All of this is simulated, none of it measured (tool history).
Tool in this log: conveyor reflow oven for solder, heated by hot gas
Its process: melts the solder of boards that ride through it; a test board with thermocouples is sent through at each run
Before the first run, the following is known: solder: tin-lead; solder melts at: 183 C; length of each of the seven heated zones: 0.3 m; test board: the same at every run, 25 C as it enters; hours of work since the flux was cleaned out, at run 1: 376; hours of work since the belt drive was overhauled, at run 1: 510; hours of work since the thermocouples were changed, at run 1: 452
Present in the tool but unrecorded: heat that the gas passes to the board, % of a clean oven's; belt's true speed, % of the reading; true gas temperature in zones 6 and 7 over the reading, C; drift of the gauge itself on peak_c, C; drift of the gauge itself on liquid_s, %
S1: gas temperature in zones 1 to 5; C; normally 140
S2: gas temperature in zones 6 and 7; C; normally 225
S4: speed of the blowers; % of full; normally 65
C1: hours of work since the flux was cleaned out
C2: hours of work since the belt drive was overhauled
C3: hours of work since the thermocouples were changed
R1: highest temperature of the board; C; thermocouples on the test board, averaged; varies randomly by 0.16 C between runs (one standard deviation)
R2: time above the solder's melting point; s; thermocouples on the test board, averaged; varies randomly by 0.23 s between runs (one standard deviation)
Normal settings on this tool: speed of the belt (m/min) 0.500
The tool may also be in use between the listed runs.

{"run": 1, "day": 0.0, "S1": 140, "S2": 225, "speed of the belt (m/min)": 0.5, "S4": 65, "C1": 376, "C2": 510, "C3": 452, "R1": 204.1, "R2": 41.7}
{"run": 2, "day": 2.383, "S1": 140, "S2": 225, "speed of the belt (m/min)": 0.5, "S4": 65, "C1": 408, "C2": 542, "C3": 485, "R1": 204.0, "R2": 40.7}
{"run": 3, "day": 4.292, "S1": 140, "S2": 225, "speed of the belt (m/min)": 0.421, "S4": 65, "C1": 434, "C2": 568, "C3": 510, "R1": 209.5, "R2": 56.9}
{"run": 4, "day": 6.371, "S1": 140, "S2": 225, "speed of the belt (m/min)": 0.421, "S4": 65, "C1": 462, "C2": 596, "C3": 539, "R1": 209.6, "R2": 57.5}
{"day": 7.012, "done": "flux residue cleaned out of gas plates and filters"}
{"run": 5, "day": 8.362, "S1": 140, "S2": 225, "speed of the belt (m/min)": 0.421, "S4": 65, "C1": 18, "C2": 620, "C3": 563, "R1": 212.3, "R2": 61.5}
{"run": 6, "day": 10.146, "S1": 154, "S2": 225, "speed of the belt (m/min)": 0.421, "S4": 54, "C1": 42, "C2": 644, "C3": 587, "R1": 212.0, "R2": 67.2}
{"run": 7, "day": 11.746, "S1": 140, "S2": 221, "speed of the belt (m/min)": 0.5, "S4": 83, "C1": 64, "C2": 666, "C3": 609, "R1": 207.8, "R2": 47.1}
{"run": 8, "day": 14.95, "S1": 140, "S2": 215, "speed of the belt (m/min)": 0.5, "S4": 56, "C1": 107, "C2": 709, "C3": 652, "R1": 196.3, "R2": 30.9}
{"run": 9, "day": 18.025, "S1": 142, "S2": 232, "speed of the belt (m/min)": 0.598, "S4": 83, "C1": 149, "C2": 751, "C3": 694, "R1": 210.8, "R2": 41.7}
{"run": 10, "day": 20.929, "S1": 140, "S2": 228, "speed of the belt (m/min)": 0.5, "S4": 62, "C1": 188, "C2": 790, "C3": 733, "R1": 208.6, "R2": 46.1}

What if the next run were any one of these 4? Each begins from the tool's condition after run 10:
{"run": "A", "day": 23.312, "S1": 140, "S2": 237, "speed of the belt (m/min)": 0.408, "S4": 57, "C1": 221, "C2": 823, "C3": 765, "R1": "?", "R2": "?"}
{"run": "B", "day": 23.312, "S1": 142, "S2": 221, "speed of the belt (m/min)": 0.574, "S4": 65, "C1": 221, "C2": 823, "C3": 765, "R1": "?", "R2": "?"}
{"run": "C", "day": 23.312, "S1": 141, "S2": 218, "speed of the belt (m/min)": 0.5, "S4": 65, "C1": 221, "C2": 823, "C3": 765, "R1": "?", "R2": "?"}
{"run": "D", "day": 23.312, "S1": 140, "S2": 225, "speed of the belt (m/min)": 0.5, "S4": 78, "C1": 221, "C2": 823, "C3": 765, "R1": "?", "R2": "?"}

run=A R1=220.9 R2=70.4
run=B R1=198.6 R2=29.7
run=C R1=200.9 R2=38.4
run=D R1=209.5 R2=48.1
Had the tool no hidden state, the same runs would have come out as:
run=A R1=220.3 R2=69.3
run=B R1=198.6 R2=29.7
run=C R1=200.5 R2=38.0
run=D R1=209.3 R2=47.8
